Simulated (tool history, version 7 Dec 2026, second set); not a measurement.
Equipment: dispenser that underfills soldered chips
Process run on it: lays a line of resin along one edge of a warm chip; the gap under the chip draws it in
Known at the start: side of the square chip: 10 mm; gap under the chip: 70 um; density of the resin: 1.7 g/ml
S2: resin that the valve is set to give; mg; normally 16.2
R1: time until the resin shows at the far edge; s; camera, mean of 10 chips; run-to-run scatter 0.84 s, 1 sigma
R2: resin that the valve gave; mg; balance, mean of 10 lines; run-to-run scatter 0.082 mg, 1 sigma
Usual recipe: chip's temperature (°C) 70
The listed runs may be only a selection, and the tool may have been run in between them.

{"run": 1, "hour": 0.0, "chip's temperature (°C)": 70, "S2": 16.2, "R1": 68.3, "R2": 15.37}
{"run": 2, "hour": 10.3, "chip's temperature (°C)": 70, "S2": 16.2, "R1": 131.7, "R2": 15.43}
{"hour": 15.8, "done": "new syringe of resin"}
{"run": 3, "hour": 24.2, "chip's temperature (°C)": 70, "S2": 16.2, "R1": 114.5, "R2": 15.22}
{"hour": 31.9, "done": "new syringe of resin"}
{"run": 4, "hour": 37.3, "chip's temperature (°C)": 70, "S2": 16.2, "R1": 94.1, "R2": 15.08}
{"hour": 40.5, "done": "dispensing valve cleaned and set on the balance"}
{"hour": 49.6, "done": "new syringe of resin"}
{"run": 5, "hour": 52.7, "chip's temperature (°C)": 70, "S2": 19.3, "R1": 79.7, "R2": 19.16}
{"run": 6, "hour": 58.6, "chip's temperature (°C)": 70, "S2": 19.3, "R1": 112.8, "R2": 19.17}
{"hour": 65.9, "done": "new syringe of resin"}
{"run": 7, "hour": 69.2, "chip's temperature (°C)": 70, "S2": 19.3, "R1": 78.5, "R2": 19.03}
{"run": 8, "hour": 81.4, "chip's temperature (°C)": 70, "S2": 19.3, "R1": 162.8, "R2": 18.83}
{"hour": 82.7, "done": "new syringe of resin"}
{"run": 9, "hour": 94.7, "chip's temperature (°C)": 70, "S2": 19.3, "R1": 134.7, "R2": 18.76}
{"hour": 98.8, "done": "new syringe of resin"}
{"run": 10, "hour": 104.8, "chip's temperature (°C)": 70, "S2": 18.6, "R1": 97.4, "R2": 17.79}
{"hour": 115.1, "done": "new syringe of resin"}
{"run": 11, "hour": 118.3, "chip's temperature (°C)": 62, "S2": 16.2, "R1": 123.3, "R2": 15.45}
{"run": 12, "hour": 128.3, "chip's temperature (°C)": 62, "S2": 16.2, "R1": 227.1, "R2": 15.61}
{"hour": 131.3, "done": "new syringe of resin"}
{"run": 13, "hour": 141.7, "chip's temperature (°C)": 62, "S2": 16.2, "R1": 190.7, "R2": 15.35}
{"hour": 147.8, "done": "new syringe of resin"}
{"run": 14, "hour": 154.6, "chip's temperature (°C)": 62, "S2": 16.2, "R1": 154.6, "R2": 15.3}
{"hour": 164.1, "done": "new syringe of resin"}
{"run": 15, "hour": 169.3, "chip's temperature (°C)": 62, "S2": 16.2, "R1": 138.6, "R2": 15.34}
{"hour": 173.1, "done": "dispensing valve cleaned and set on the balance"}
{"run": 16, "hour": 180.6, "chip's temperature (°C)": 62, "S2": 16.2, "R1": 253.8, "R2": 16.06}
{"hour": 181.6, "done": "new syringe of resin"}
{"run": 17, "hour": 189.7, "chip's temperature (°C)": 62, "S2": 16.2, "R1": 156.2, "R2": 15.99}
{"run": 18, "hour": 196.7, "chip's temperature (°C)": 82, "S2": 13.9, "R1": 96.6, "R2": 13.79}
{"hour": 197.9, "done": "new syringe of resin"}
{"run": 19, "hour": 206.5, "chip's temperature (°C)": 69, "S2": 15.4, "R1": 119.4, "R2": 15.21}
{"hour": 214.8, "done": "new syringe of resin"}
{"run": 20, "hour": 217.3, "chip's temperature (°C)": 77, "S2": 14.1, "R1": 57, "R2": 13.83}

Run 21, settings as shown, results not yet in. Your forecast:
{"hour": 231.0, "done": "new syringe of resin"}
{"run": 21, "hour": 231.8, "chip's temperature (°C)": 69, "S2": 16.9, "R1": "?", "R2": "?"}

Run 21 produced R1 70.4 s, R2 16.43 mg.
Take away the tool's hidden state, keep the run-to-run variation as it was, and the same run would have given R1 81.5 s, R2 16.95 mg.
